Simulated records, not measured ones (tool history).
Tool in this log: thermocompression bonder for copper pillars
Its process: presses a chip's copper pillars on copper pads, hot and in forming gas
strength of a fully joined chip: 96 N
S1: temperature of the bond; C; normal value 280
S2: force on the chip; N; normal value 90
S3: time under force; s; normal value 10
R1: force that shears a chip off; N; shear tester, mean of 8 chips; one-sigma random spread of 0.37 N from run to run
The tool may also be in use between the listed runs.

run	day	S1	S2	S3	R1
1	0.000	280	90	10	38.8
2	0.492	280	90	24	53.4
3	1.325	280	90	10	38.9
4	2.162	280	90	10	39.8
5	2.767	280	90	10	39.2
6	3.292	280	90	10	39.7
7	4.017	280	74	10	34.0
8	4.971	280	71	10	33.7
# day 5.475: forming gas filter changed
9	5.829	280	90	29	56.9
10	6.433	280	90	29	56.5
11	7.146	280	90	29	56.1
12	7.800	252	87	19	30.5
13	8.521	290	58	17	41.5
14	9.258	290	58	17	42.1
15	10.088	290	58	17	42.0
16	10.962	290	58	17	41.5
17	11.983	290	58	17	41.4
18	12.779	272	68	14	32.8
19	13.233	272	124	16	50.7
20	14.046	300	70	16	51.8

What if the next run were any one of these 3? Each begins from the tool's condition after run 20:
A	14.738	302	79	10	?
B	14.738	297	99	10	?
C	14.738	300	70	16	?

run	R1
A	50.7
B	52.3
C	52.4
Take away the tool's hidden state, keep each run's random variation, and the runs would have read:
run	R1
A	50.8
B	52.5
C	52.5
